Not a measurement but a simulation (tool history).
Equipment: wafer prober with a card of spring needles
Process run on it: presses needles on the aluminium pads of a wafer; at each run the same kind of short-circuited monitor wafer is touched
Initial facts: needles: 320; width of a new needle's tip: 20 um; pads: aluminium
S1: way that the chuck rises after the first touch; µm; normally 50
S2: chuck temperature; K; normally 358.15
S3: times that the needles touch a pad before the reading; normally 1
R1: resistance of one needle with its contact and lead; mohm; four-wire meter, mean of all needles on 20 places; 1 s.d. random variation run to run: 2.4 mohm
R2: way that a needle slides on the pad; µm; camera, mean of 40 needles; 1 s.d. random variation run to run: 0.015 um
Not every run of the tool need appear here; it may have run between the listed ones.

| run | hour | S1 | S2 | S3 | R1 | R2 |
|---|---|---|---|---|---|---|
| 1 | 0.0 | 50 | 358.15 | 1 | 264 | 5.99 |
| 2 | 6.7 | 66 | 358.15 | 1 | 259 | 7.91 |
|  | 10.3 | tips cleaned on abrasive film |
| 3 | 12.6 | 66 | 358.15 | 1 | 258 | 7.91 |
| 4 | 19.5 | 66 | 358.15 | 1 | 260 | 7.89 |
|  | 22.4 | tips cleaned on abrasive film |
| 5 | 24.4 | 66 | 358.15 | 1 | 262 | 7.89 |
| 6 | 30.7 | 66 | 358.15 | 1 | 260 | 7.88 |
|  | 34.6 | tips cleaned on abrasive film |
| 7 | 36.4 | 50 | 358.15 | 1 | 267 | 5.99 |
| 8 | 44.6 | 50 | 358.15 | 1 | 265 | 5.95 |
|  | 46.6 | tips cleaned on abrasive film |
| 9 | 52.0 | 50 | 358.15 | 1 | 268 | 5.97 |
|  | 58.3 | height of the first contact set anew |
|  | 59.1 | tips cleaned on abrasive film |
| 10 | 61.2 | 50 | 358.15 | 1 | 271 | 5.93 |
| 11 | 67.9 | 50 | 358.15 | 1 | 269 | 5.94 |
|  | 71.4 | tips cleaned on abrasive film |
| 12 | 73.7 | 47 | 315.15 | 2 | 254 | 5.57 |
| 13 | 81.9 | 47 | 315.15 | 1 | 254 | 5.60 |
|  | 83.4 | tips cleaned on abrasive film |
| 14 | 89.2 | 65 | 386.15 | 2 | 268 | 7.69 |
|  | 95.2 | tips cleaned on abrasive film |
| 15 | 95.3 | 41 | 307.15 | 1 | 258 | 4.85 |
| 16 | 99.1 | 41 | 307.15 | 1 | 260 | 4.82 |
|  | 107.0 | tips cleaned on abrasive film |
| 17 | 107.5 | 50 | 360.15 | 2 | 266 | 5.88 |
| 18 | 115.8 | 32 | 319.15 | 1 | 271 | 3.76 |
|  | 119.0 | tips cleaned on abrasive film |
| 19 | 122.0 | 32 | 319.15 | 1 | 268 | 3.77 |
| 20 | 126.6 | 66 | 310.15 | 3 | 250 | 7.77 |
|  | 131.2 | tips cleaned on abrasive film |
| 21 | 133.0 | 50 | 358.15 | 2 | 261 | 5.86 |
|  | 136.8 | gauge calibrated |
| 22 | 138.3 | 46 | 315.15 | 1 | 253 | 5.50 |

Below are 5 alternative next runs, each starting from the tool's condition after run 22. Predict each:
| A | 142.5 | 30 | 360.15 | 2 | ? | ? |
| B | 142.5 | 62 | 369.15 | 1 | ? | ? |
| C | 142.5 | 69 | 363.15 | 2 | ? | ? |
| D | 142.5 | 50 | 358.15 | 2 | ? | ? |
| E | 142.5 | 43 | 299.15 | 1 | ? | ? |

| run | R1 | R2 |
|---|---|---|
| A | 287 | 3.56 |
| B | 264 | 7.45 |
| C | 262 | 8.23 |
| D | 272 | 5.98 |
| E | 250 | 5.16 |
With no hidden state in the tool, these same runs would have given:
| run | R1 | R2 |
|---|---|---|
| A | 286 | 3.56 |
| B | 263 | 7.45 |
| C | 262 | 8.24 |
| D | 271 | 5.99 |
| E | 249 | 5.17 |

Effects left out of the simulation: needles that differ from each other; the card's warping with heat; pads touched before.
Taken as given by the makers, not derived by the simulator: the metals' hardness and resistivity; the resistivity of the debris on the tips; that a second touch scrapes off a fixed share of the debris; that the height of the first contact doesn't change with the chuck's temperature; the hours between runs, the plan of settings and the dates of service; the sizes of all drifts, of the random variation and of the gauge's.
